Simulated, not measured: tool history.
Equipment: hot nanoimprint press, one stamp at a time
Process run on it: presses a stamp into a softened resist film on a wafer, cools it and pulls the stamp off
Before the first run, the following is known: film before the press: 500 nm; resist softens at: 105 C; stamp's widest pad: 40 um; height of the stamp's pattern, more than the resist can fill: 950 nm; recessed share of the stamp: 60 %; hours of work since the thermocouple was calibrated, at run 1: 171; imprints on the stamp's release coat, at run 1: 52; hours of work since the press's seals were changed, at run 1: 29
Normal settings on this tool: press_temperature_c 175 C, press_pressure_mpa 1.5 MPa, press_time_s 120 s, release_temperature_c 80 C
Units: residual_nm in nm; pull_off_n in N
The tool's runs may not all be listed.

run	hour	press_temperature_c	press_pressure_mpa	press_time_s	release_temperature_c	hours of work since the thermocouple was calibrated	imprints on the stamp's release coat	hours of work since the press's seals were changed	residual_nm	pull_off_n
1	0	175	1.5	120	80	171	52	29	251.3	104
2	7.4	175	1.5	120	80	175	81	33	251.1	103
3	13.3	175	1.5	120	80	177	103	35	250.7	104
4	21.2	175	1.5	120	80	182	133	40	250.4	104
5	27.7	175	1.5	120	80	185	158	43	250.7	105
6	32.3	175	1.05	120	80	187	176	45	286.9	106
7	40.9	175	2.2	120	80	191	209	49	213	107
8	45.2	175	2.2	120	66	194	225	52	212.6	149
9	54.3	175	2.2	120	66	198	260	56	213.1	150
10	64	175	2.13	120	66	203	297	61	216.4	156
11	69.8	175	2.13	120	66	206	319	64	216.4	157
12	78.3	175	2.13	120	66	210	352	68	216.1	156
13	83.2	175	2.13	120	66	213	370	71	215.8	157
14	89.5	175	1.5	120	80	216	395	74	249.9	113
15	94.5	175	1.5	120	80	219	414	77	250	112
16	102.5	175	1.5	120	80	223	444	81	249.7	113
17	108.5	176	1.5	120	68	226	467	84	236.9	154

Run 18 has not been measured yet. What should we expect?
18	116.5	175	2.21	181	80	230	498	88	?	?

Logged for run 18: residual_nm 178.9 nm, pull_off_n 117 N.
On a tool with no hidden condition, and with the same random variation, this run would have come out at residual_nm 180.5 nm, pull_off_n 103 N.
